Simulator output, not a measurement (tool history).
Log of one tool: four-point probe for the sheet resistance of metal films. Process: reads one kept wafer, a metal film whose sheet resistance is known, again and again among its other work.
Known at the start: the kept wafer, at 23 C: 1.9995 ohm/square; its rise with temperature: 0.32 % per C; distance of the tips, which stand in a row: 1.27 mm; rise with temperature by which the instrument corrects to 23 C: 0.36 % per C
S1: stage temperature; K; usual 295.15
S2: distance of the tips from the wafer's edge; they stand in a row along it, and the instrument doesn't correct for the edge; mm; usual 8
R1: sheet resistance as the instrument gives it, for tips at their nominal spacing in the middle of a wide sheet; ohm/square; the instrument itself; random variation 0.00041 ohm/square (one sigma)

run	hour	S1	S2	R1
1	0.0	295.15	8	2.045572
2	58.3	295.15	5	2.086755
3	101.5	295.15	8	2.045348
4	142.2	295.15	22	2.021797
5	215.4	295.15	22	2.022311
6	263.9	295.15	8	2.045545
7	331.8	295.15	8	2.045576
8	410.7	295.15	8	2.045107
9	446.5	295.15	8	2.045232
10	493.2	295.15	8	2.045779
11	534.2	295.15	8	2.045170
12	583.0	295.15	8	2.045489
13	653.6	299.15	15	2.022723
14	706.5	295.15	37	2.019169
15	761.7	292.15	56	2.021777
16	818.0	303.15	8	2.038431
17	875.3	303.15	8	2.038201
18	950.0	303.15	8	2.038916
19	1004.5	293.15	39	2.021679
20	1060.0	303.15	53	2.012148
21	1125.5	292.15	7	2.056649
22	1183.4	294.15	52	2.020592

Forecast each of these 3 alternatives for the next run:
A	1244.8	296.15	52	?
B	1244.8	291.15	4	?
C	1244.8	296.15	8	?

run	R1
A	2.018153
B	2.125791
C	2.044059
Without the tool's hidden state the same runs would have given:
run	R1
A	2.000048
B	2.106823
C	2.025742
